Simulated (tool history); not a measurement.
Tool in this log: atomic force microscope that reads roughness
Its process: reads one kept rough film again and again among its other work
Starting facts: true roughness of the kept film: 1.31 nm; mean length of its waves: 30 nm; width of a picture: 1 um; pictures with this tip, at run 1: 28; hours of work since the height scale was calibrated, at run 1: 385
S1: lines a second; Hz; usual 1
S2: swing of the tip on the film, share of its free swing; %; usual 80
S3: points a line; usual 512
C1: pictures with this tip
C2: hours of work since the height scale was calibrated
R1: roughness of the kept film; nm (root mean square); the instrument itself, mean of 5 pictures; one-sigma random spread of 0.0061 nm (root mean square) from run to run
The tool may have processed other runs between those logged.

{"run": 1, "hour": 0.0, "S1": 1, "S2": 80, "S3": 512, "C1": 28, "C2": 385, "R1": 1.094}
{"run": 2, "hour": 27.1, "S1": 1, "S2": 64, "S3": 512, "C1": 67, "C2": 397, "R1": 1.099}
{"run": 3, "hour": 39.7, "S1": 1, "S2": 80, "S3": 652, "C1": 85, "C2": 402, "R1": 1.037}
{"hour": 46.4, "done": "new tip fitted"}
{"run": 4, "hour": 65.0, "S1": 1, "S2": 80, "S3": 652, "C1": 27, "C2": 413, "R1": 1.098}
{"run": 5, "hour": 87.3, "S1": 1, "S2": 80, "S3": 512, "C1": 59, "C2": 423, "R1": 1.08}
{"hour": 111.1, "done": "new tip fitted"}
{"run": 6, "hour": 115.7, "S1": 1, "S2": 80, "S3": 512, "C1": 6, "C2": 435, "R1": 1.122}
{"run": 7, "hour": 136.3, "S1": 1, "S2": 80, "S3": 319, "C1": 36, "C2": 444, "R1": 1.097}
{"run": 8, "hour": 149.6, "S1": 1, "S2": 80, "S3": 319, "C1": 55, "C2": 450, "R1": 1.064}
{"hour": 152.1, "done": "height scale calibrated on a step standard"}
{"hour": 177.5, "done": "new tip fitted"}
{"run": 9, "hour": 179.6, "S1": 1, "S2": 80, "S3": 263, "C1": 3, "C2": 12, "R1": 1.108}
{"run": 10, "hour": 201.0, "S1": 3.71, "S2": 65, "S3": 688, "C1": 34, "C2": 21, "R1": 1.044}
{"run": 11, "hour": 214.1, "S1": 3.71, "S2": 65, "S3": 688, "C1": 53, "C2": 27, "R1": 1.029}
{"run": 12, "hour": 238.9, "S1": 2.93, "S2": 61, "S3": 264, "C1": 88, "C2": 38, "R1": 1.037}
{"hour": 244.5, "done": "new tip fitted"}
{"run": 13, "hour": 260.8, "S1": 1, "S2": 81, "S3": 512, "C1": 23, "C2": 48, "R1": 1.089}
{"run": 14, "hour": 283.6, "S1": 1.25, "S2": 80, "S3": 290, "C1": 56, "C2": 58, "R1": 1.045}

4 ways to go on from here, each from the tool as it stands after run 14. What would each give?
{"hour": 293.7, "done": "height scale calibrated on a step standard, once more"}
{"hour": 311.9, "done": "new tip fitted"}
{"run": "A", "hour": 313.7, "S1": 3.73, "S2": 63, "S3": 266, "C1": 3, "C2": 9, "R1": "?"}
{"hour": 293.7, "done": "height scale calibrated on a step standard, once more"}
{"hour": 311.9, "done": "new tip fitted"}
{"run": "B", "hour": 313.7, "S1": 0.6, "S2": 69, "S3": 290, "C1": 3, "C2": 9, "R1": "?"}
{"hour": 293.7, "done": "height scale calibrated on a step standard, once more"}
{"hour": 311.9, "done": "new tip fitted"}
{"run": "C", "hour": 313.7, "S1": 0.55, "S2": 82, "S3": 967, "C1": 3, "C2": 9, "R1": "?"}
{"hour": 293.7, "done": "height scale calibrated on a step standard, once more"}
{"hour": 311.9, "done": "new tip fitted"}
{"run": "D", "hour": 313.7, "S1": 0.53, "S2": 61, "S3": 421, "C1": 3, "C2": 9, "R1": "?"}

run=A R1=1.079
run=B R1=1.191
run=C R1=1.181
run=D R1=1.217
Without the tool's hidden state the same runs would have given:
run=A R1=1.08
run=B R1=1.192
run=C R1=1.182
run=D R1=1.218

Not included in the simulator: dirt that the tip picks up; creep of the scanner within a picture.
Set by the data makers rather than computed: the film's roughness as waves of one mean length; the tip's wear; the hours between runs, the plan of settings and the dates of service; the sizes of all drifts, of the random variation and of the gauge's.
